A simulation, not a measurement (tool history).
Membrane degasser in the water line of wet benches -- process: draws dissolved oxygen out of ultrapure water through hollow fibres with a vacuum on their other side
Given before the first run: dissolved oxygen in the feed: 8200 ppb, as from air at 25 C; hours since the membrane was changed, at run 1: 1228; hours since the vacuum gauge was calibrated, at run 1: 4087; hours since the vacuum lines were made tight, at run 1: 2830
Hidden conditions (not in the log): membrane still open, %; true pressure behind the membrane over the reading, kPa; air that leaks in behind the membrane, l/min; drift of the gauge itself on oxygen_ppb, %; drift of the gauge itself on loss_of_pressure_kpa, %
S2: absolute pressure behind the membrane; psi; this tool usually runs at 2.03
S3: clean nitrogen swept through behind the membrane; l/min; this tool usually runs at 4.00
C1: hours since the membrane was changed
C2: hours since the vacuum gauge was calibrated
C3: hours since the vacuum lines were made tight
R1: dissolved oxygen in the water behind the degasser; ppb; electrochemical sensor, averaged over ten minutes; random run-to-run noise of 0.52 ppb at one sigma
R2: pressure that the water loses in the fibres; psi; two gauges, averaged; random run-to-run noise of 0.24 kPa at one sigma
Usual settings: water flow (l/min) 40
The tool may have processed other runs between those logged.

{"run": 1, "hour": 0.0, "water flow (l/min)": 40, "S2": 2.03, "S3": 4.0, "C1": 1228, "C2": 4087, "C3": 2830, "R1": 254.5, "R2": 9.087}
{"run": 2, "hour": 26.6, "water flow (l/min)": 40, "S2": 2.03, "S3": 4.0, "C1": 1254, "C2": 4113, "C3": 2857, "R1": 255.3, "R2": 9.01}
{"run": 3, "hour": 69.9, "water flow (l/min)": 40, "S2": 2.03, "S3": 4.0, "C1": 1297, "C2": 4157, "C3": 2900, "R1": 254.4, "R2": 9.046}
{"run": 4, "hour": 93.5, "water flow (l/min)": 40, "S2": 2.03, "S3": 4.0, "C1": 1321, "C2": 4180, "C3": 2923, "R1": 255.1, "R2": 9.139}
{"run": 5, "hour": 142.7, "water flow (l/min)": 40, "S2": 2.03, "S3": 4.0, "C1": 1370, "C2": 4229, "C3": 2973, "R1": 254.4, "R2": 9.03}
{"run": 6, "hour": 172.3, "water flow (l/min)": 40, "S2": 2.03, "S3": 4.0, "C1": 1400, "C2": 4259, "C3": 3002, "R1": 254.6, "R2": 9.136}
{"run": 7, "hour": 213.9, "water flow (l/min)": 40, "S2": 2.03, "S3": 4.0, "C1": 1441, "C2": 4301, "C3": 3044, "R1": 254.7, "R2": 9.088}
{"run": 8, "hour": 234.0, "water flow (l/min)": 40, "S2": 2.03, "S3": 3.63, "C1": 1462, "C2": 4321, "C3": 3064, "R1": 277.9, "R2": 9.087}
{"run": 9, "hour": 283.9, "water flow (l/min)": 44, "S2": 2.03, "S3": 4.0, "C1": 1511, "C2": 4371, "C3": 3114, "R1": 279.4, "R2": 10.019}
{"run": 10, "hour": 306.4, "water flow (l/min)": 44, "S2": 2.03, "S3": 4.0, "C1": 1534, "C2": 4393, "C3": 3136, "R1": 279.3, "R2": 9.966}
{"run": 11, "hour": 349.6, "water flow (l/min)": 44, "S2": 2.03, "S3": 4.0, "C1": 1577, "C2": 4436, "C3": 3180, "R1": 279.8, "R2": 9.967}
{"run": 12, "hour": 371.6, "water flow (l/min)": 40, "S2": 2.03, "S3": 4.0, "C1": 1599, "C2": 4458, "C3": 3202, "R1": 255.9, "R2": 9.076}
{"run": 13, "hour": 417.7, "water flow (l/min)": 40, "S2": 2.03, "S3": 4.0, "C1": 1645, "C2": 4504, "C3": 3248, "R1": 254.9, "R2": 9.065}
{"run": 14, "hour": 457.0, "water flow (l/min)": 40, "S2": 1.46, "S3": 6.36, "C1": 1685, "C2": 4544, "C3": 3287, "R1": 109.2, "R2": 9.09}
{"run": 15, "hour": 484.7, "water flow (l/min)": 40, "S2": 1.81, "S3": 4.0, "C1": 1712, "C2": 4571, "C3": 3315, "R1": 221.7, "R2": 9.058}
{"run": 16, "hour": 526.6, "water flow (l/min)": 36, "S2": 1.81, "S3": 4.0, "C1": 1754, "C2": 4613, "C3": 3357, "R1": 200.9, "R2": 8.205}
{"run": 17, "hour": 569.0, "water flow (l/min)": 43, "S2": 2.03, "S3": 3.35, "C1": 1797, "C2": 4656, "C3": 3399, "R1": 321.2, "R2": 9.78}
{"run": 18, "hour": 602.6, "water flow (l/min)": 30, "S2": 2.22, "S3": 3.35, "C1": 1830, "C2": 4689, "C3": 3433, "R1": 256.4, "R2": 6.863}
{"run": 19, "hour": 646.4, "water flow (l/min)": 30, "S2": 2.22, "S3": 3.35, "C1": 1874, "C2": 4733, "C3": 3476, "R1": 257.2, "R2": 6.808}
{"run": 20, "hour": 679.0, "water flow (l/min)": 37, "S2": 1.54, "S3": 9.76, "C1": 1907, "C2": 4766, "C3": 3509, "R1": 72.4, "R2": 8.388}
{"run": 21, "hour": 719.2, "water flow (l/min)": 64, "S2": 4.68, "S3": 2.27, "C1": 1947, "C2": 4806, "C3": 3549, "R1": 1494.9, "R2": 14.575}
{"run": 22, "hour": 766.2, "water flow (l/min)": 64, "S2": 4.68, "S3": 2.27, "C1": 1994, "C2": 4853, "C3": 3596, "R1": 1495.0, "R2": 14.589}
{"run": 23, "hour": 797.8, "water flow (l/min)": 64, "S2": 4.68, "S3": 2.27, "C1": 2025, "C2": 4884, "C3": 3628, "R1": 1495.9, "R2": 14.601}
{"run": 24, "hour": 832.0, "water flow (l/min)": 64, "S2": 4.68, "S3": 2.27, "C1": 2060, "C2": 4919, "C3": 3662, "R1": 1499.9, "R2": 14.531}
{"run": 25, "hour": 866.0, "water flow (l/min)": 40, "S2": 3.64, "S3": 4.0, "C1": 2094, "C2": 4953, "C3": 3696, "R1": 499.1, "R2": 9.132}
{"run": 26, "hour": 905.3, "water flow (l/min)": 25, "S2": 4.86, "S3": 6.23, "C1": 2133, "C2": 4992, "C3": 3735, "R1": 293.8, "R2": 5.706}

Branching from run 26: 4 alternative next runs. What would each branch give?
{"run": "A", "hour": 951.4, "water flow (l/min)": 32, "S2": 2.03, "S3": 9.82, "C1": 2179, "C2": 5038, "C3": 3781, "R1": "?", "R2": "?"}
{"run": "B", "hour": 951.4, "water flow (l/min)": 43, "S2": 1.87, "S3": 3.27, "C1": 2179, "C2": 5038, "C3": 3781, "R1": "?", "R2": "?"}
{"run": "C", "hour": 951.4, "water flow (l/min)": 51, "S2": 3.09, "S3": 6.23, "C1": 2179, "C2": 5038, "C3": 3781, "R1": "?", "R2": "?"}
{"run": "D", "hour": 951.4, "water flow (l/min)": 40, "S2": 4.48, "S3": 4.58, "C1": 2179, "C2": 5038, "C3": 3781, "R1": "?", "R2": "?"}

run=A R1=89.5 R2=7.361
run=B R1=296.7 R2=9.803
run=C R1=350.7 R2=11.660
run=D R1=549.5 R2=9.069
The same runs, with their run-to-run variation unchanged, on a tool lacking any hidden condition would have given:
run=A R1=87.0 R2=7.292
run=B R1=289.3 R2=9.712
run=C R1=344.9 R2=11.554
run=D R1=542.1 R2=8.987

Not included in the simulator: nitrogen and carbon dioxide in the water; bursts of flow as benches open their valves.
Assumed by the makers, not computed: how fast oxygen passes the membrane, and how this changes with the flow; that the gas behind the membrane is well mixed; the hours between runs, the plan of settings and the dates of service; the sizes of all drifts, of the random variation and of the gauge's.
